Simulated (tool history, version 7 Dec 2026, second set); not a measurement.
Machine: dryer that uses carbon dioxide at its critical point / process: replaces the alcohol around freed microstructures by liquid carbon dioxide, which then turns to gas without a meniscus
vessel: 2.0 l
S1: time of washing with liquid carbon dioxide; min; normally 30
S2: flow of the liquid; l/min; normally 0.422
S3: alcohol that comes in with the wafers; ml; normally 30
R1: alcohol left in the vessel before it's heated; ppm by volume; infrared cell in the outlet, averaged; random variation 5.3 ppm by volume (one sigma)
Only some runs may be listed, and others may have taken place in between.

{"run": 1, "day": 0.0, "S1": 30, "S2": 0.422, "S3": 30, "R1": 193}
{"run": 2, "day": 0.838, "S1": 30, "S2": 0.422, "S3": 30, "R1": 207}
{"run": 3, "day": 1.467, "S1": 39, "S2": 0.422, "S3": 30, "R1": 114}
{"run": 4, "day": 2.696, "S1": 37, "S2": 0.422, "S3": 30, "R1": 125}
{"run": 5, "day": 3.512, "S1": 37, "S2": 0.422, "S3": 30, "R1": 133}
{"run": 6, "day": 4.783, "S1": 30, "S2": 0.6, "S3": 30, "R1": 96}
{"run": 7, "day": 5.579, "S1": 30, "S2": 0.6, "S3": 30, "R1": 97}
{"run": 8, "day": 6.921, "S1": 30, "S2": 0.359, "S3": 30, "R1": 452}
{"run": 9, "day": 7.962, "S1": 30, "S2": 0.359, "S3": 30, "R1": 480}
{"run": 10, "day": 8.821, "S1": 30, "S2": 0.422, "S3": 30, "R1": 286}
{"run": 11, "day": 9.996, "S1": 30, "S2": 0.422, "S3": 30, "R1": 309}
{"day": 10.142, "done": "inlet filter changed"}
{"run": 12, "day": 11.488, "S1": 24, "S2": 0.422, "S3": 30, "R1": 406}
{"run": 13, "day": 13.004, "S1": 30, "S2": 0.422, "S3": 30, "R1": 231}
{"run": 14, "day": 14.329, "S1": 30, "S2": 0.422, "S3": 30, "R1": 242}
{"run": 15, "day": 15.812, "S1": 45, "S2": 0.298, "S3": 38, "R1": 268}
{"run": 16, "day": 16.767, "S1": 27, "S2": 0.281, "S3": 25, "R1": 993}
{"run": 17, "day": 17.571, "S1": 27, "S2": 0.281, "S3": 25, "R1": 1018}
{"run": 18, "day": 19.075, "S1": 30, "S2": 0.592, "S3": 24, "R1": 140}
{"run": 19, "day": 20.292, "S1": 30, "S2": 0.592, "S3": 24, "R1": 131}
{"run": 20, "day": 21.617, "S1": 29, "S2": 0.512, "S3": 35, "R1": 223}
{"run": 21, "day": 22.271, "S1": 29, "S2": 0.512, "S3": 35, "R1": 226}
{"day": 22.921, "done": "inlet filter changed"}
{"run": 22, "day": 23.692, "S1": 29, "S2": 0.512, "S3": 35, "R1": 173}
{"run": 23, "day": 24.725, "S1": 29, "S2": 0.512, "S3": 35, "R1": 183}
{"run": 24, "day": 25.829, "S1": 29, "S2": 0.512, "S3": 35, "R1": 189}
{"run": 25, "day": 26.45, "S1": 29, "S2": 0.512, "S3": 35, "R1": 195}
{"run": 26, "day": 27.604, "S1": 29, "S2": 0.512, "S3": 35, "R1": 199}
{"run": 27, "day": 28.9, "S1": 30, "S2": 0.269, "S3": 30, "R1": 996}

Predict each of these 5 candidate next runs independently; none follows another, all start after run 27:
{"run": "A", "day": 29.583, "S1": 30, "S2": 0.338, "S3": 30, "R1": "?"}
{"run": "B", "day": 29.583, "S1": 24, "S2": 0.422, "S3": 23, "R1": "?"}
{"run": "C", "day": 29.583, "S1": 30, "S2": 0.422, "S3": 58, "R1": "?"}
{"run": "D", "day": 29.583, "S1": 30, "S2": 0.422, "S3": 56, "R1": "?"}
{"run": "E", "day": 29.583, "S1": 47, "S2": 0.269, "S3": 30, "R1": "?"}

run=A R1=563
run=B R1=443
run=C R1=429
run=D R1=437
run=E R1=314
The same runs, with their run-to-run variation unchanged, on a tool lacking any hidden condition would have given:
run=A R1=318
run=B R1=233
run=C R1=206
run=D R1=218
run=E R1=130

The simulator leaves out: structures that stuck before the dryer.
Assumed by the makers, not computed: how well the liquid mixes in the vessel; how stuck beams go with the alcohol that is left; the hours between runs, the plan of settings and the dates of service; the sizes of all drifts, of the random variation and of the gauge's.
